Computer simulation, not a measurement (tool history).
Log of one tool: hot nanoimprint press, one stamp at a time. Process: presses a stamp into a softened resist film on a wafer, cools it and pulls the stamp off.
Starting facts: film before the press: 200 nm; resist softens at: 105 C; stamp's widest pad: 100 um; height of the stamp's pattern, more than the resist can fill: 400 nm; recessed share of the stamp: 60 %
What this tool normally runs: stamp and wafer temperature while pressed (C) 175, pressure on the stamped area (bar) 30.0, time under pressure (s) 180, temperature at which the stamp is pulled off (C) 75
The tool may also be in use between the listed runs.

run   hour  stamp and wafer temperature while pressed (C)  pressure on the stamped area (bar)  time under pressure (s)  temperature at which the stamp is pulled off (C)  resist left under the stamp's widest pad (angstrom)  greatest force while the stamp is pulled off (N)
  1    0.0                                            175                                30.0                      180                                                75                                                 1088                                               131
  2   23.9                                            175                                30.0                      180                                                75                                                 1090                                               130
  3   36.6                                            175                                30.0                      180                                                75                                                 1087                                               134
  4   50.8                                            175                                32.1                      180                                                75                                                  995                                               127
  5   64.5                                            175                                32.1                      180                                                75                                                  992                                               128
  6   83.5                                            175                                30.0                      180                                                75                                                 1028                                               132
  7  112.5                                            175                                30.0                      180                                                75                                                 1035                                               118
  8  131.9                                            175                                30.0                      180                                                75                                                 1028                                               118
  9  142.7                                            175                                30.0                      180                                                69                                                 1032                                               138
 10  155.6                                            175                                30.0                      180                                                69                                                 1036                                               140
 11  167.6                                            175                                30.0                      180                                                69                                                 1026                                               139
 12  187.9                                            182                                30.0                      180                                                75                                                  815                                               121
 13  199.5                                            182                                30.0                      180                                                75                                                  816                                               122
 14  214.7                                            182                                18.1                      180                                                75                                                 1054                                               125
 15  235.8                                            186                                30.0                      180                                                75                                                  715                                               124
 16  253.6                                            177                                43.8                      201                                                61                                                  768                                               170
 17  275.5                                            175                                30.0                      108                                                75                                                 1220                                               129
 18  290.8                                            175                                30.0                       93                                                75                                                 1268                                               127
 19  303.2                                            175                                30.0                       93                                                75                                                 1275                                               128
 20  322.3                                            175                                30.0                      180                                                77                                                 1044                                               123
 21  346.1                                            175                                30.0                      180                                                77                                                 1050                                               125
 22  367.4                                            171                                30.0                      137                                                75                                                 1295                                               133
 23  384.3                                            175                                30.0                      279                                                67                                                  912                                               143
 24  409.3                                            175                                30.0                      279                                                67                                                  907                                               145
 25  425.8                                            165                                30.0                      142                                                67                                                 1513                                               149
 26  438.9                                            182                                24.9                      193                                                69                                                  899                                               142
 27  451.1                                            175                                24.4                      180                                                81                                                 1157                                               103
 28  475.4                                            175                                19.3                      151                                                81                                                 1348                                               105
 29  498.6                                            175                                30.8                      180                                                76                                                 1048                                               122
 30  520.4                                            164                                43.9                      152                                                73                                                 1375                                               133

Between the runs listed above, the log contained 3 entries, not reproduced here. Where in the sequence does each belong, and how does what the log doesn't record of the tool's condition differ from the listed run before to the listed run after?
Runs 3 to 4: plate thermocouple calibrated (hour 42.8)
  true temperature over the reading, C: -1.87 -> -0.07; pressure that arrives at the usual setting, %: 98.33 -> 98.31; grip of the stamp's worn release coat, % over a new coat's: 9.4 -> 9.9
  measured result minus the result with no hidden state, resist left under the stamp's widest pad (angstrom): +76 -> +11; greatest force while the stamp is pulled off (N): +17 -> +12
Runs 6 to 7: stamp cleaned and given a new release coat (hour 105.0)
  true temperature over the reading, C: -0.14 -> -0.19; pressure that arrives at the usual setting, %: 98.25 -> 98.21; grip of the stamp's worn release coat, % over a new coat's: 11.3 -> 0.3
  measured result minus the result with no hidden state, resist left under the stamp's widest pad (angstrom): +14 -> +16; greatest force while the stamp is pulled off (N): +14 -> +1
Runs 22 to 23: stamp cleaned and given a new release coat (hour 383.2)
  true temperature over the reading, C: -0.73 -> -0.75; pressure that arrives at the usual setting, %: 97.73 -> 97.71; grip of the stamp's worn release coat, % over a new coat's: 11.6 -> 0
  measured result minus the result with no hidden state, resist left under the stamp's widest pad (angstrom): +40 -> +35; greatest force while the stamp is pulled off (N): +16 -> +3

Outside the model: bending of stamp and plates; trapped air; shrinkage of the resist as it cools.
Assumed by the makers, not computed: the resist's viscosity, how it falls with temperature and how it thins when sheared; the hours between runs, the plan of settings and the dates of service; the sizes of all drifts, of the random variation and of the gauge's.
